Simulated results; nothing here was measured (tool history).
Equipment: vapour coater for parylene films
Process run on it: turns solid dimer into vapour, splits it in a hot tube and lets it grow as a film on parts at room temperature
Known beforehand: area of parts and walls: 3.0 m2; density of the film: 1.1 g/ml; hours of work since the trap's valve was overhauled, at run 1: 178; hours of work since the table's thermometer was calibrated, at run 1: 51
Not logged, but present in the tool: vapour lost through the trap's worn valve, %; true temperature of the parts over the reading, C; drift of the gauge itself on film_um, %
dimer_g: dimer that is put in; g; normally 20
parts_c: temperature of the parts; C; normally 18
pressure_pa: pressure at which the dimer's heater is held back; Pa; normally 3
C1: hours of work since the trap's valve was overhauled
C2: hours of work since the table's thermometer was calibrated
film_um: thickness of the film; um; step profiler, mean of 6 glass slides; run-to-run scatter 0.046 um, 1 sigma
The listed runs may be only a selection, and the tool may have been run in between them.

run 1 hour=0 | dimer_g=20 parts_c=18 pressure_pa=3 | C1=178 C2=51 | film_um=4.98
run 2 hour=15.2 | dimer_g=20 parts_c=17 pressure_pa=3 | C1=190 C2=62 | film_um=4.95
run 3 hour=29.6 | dimer_g=20 parts_c=17 pressure_pa=3 | C1=201 C2=73 | film_um=4.97
run 4 hour=39.5 | dimer_g=20 parts_c=17 pressure_pa=3 | C1=208 C2=81 | film_um=5.1
run 5 hour=48.1 | dimer_g=20 parts_c=17 pressure_pa=3 | C1=215 C2=87 | film_um=4.86
run 6 hour=66 | dimer_g=20 parts_c=17 pressure_pa=3 | C1=228 C2=101 | film_um=4.96
run 7 hour=82.6 | dimer_g=20 parts_c=17 pressure_pa=2.02 | C1=241 C2=113 | film_um=5.16
run 8 hour=97.6 | dimer_g=10 parts_c=29 pressure_pa=11.39 | C1=252 C2=125 | film_um=1.45
run 9 hour=111.7 | dimer_g=10 parts_c=29 pressure_pa=11.39 | C1=263 C2=135 | film_um=1.47
run 10 hour=122.7 | dimer_g=10 parts_c=29 pressure_pa=11.39 | C1=271 C2=144 | film_um=1.42
run 11 hour=139.6 | dimer_g=20 parts_c=12 pressure_pa=9.65 | C1=284 C2=157 | film_um=4.68
run 12 hour=157.5 | dimer_g=9 parts_c=16 pressure_pa=3.5 | C1=298 C2=170 | film_um=2.11
run 13 hour=166.8 | dimer_g=9 parts_c=16 pressure_pa=3.5 | C1=305 C2=177 | film_um=2.14
-- hour=172.5 trap's valve overhauled
run 14 hour=184.7 | dimer_g=9 parts_c=15 pressure_pa=3.5 | C1=9 C2=188 | film_um=2.45

Hidden state or all else? Some run-to-run changes of film_um, split into what the settings, what came in and random variation would give without the hidden state, and what is left for the hidden state (with any gauge scatter that isn't in both results):
Run 7 -> 8: dimer_g 20 -> 10, parts_c 17 -> 29, pressure_pa 2.02 -> 11.39. film_um -3.71 um: hidden state +0.37, all else -4.08.
Run 10 -> 11: dimer_g 10 -> 20, parts_c 29 -> 12, pressure_pa 11.39 -> 9.65. film_um +3.26 um: hidden state -0.39, all else +3.65.
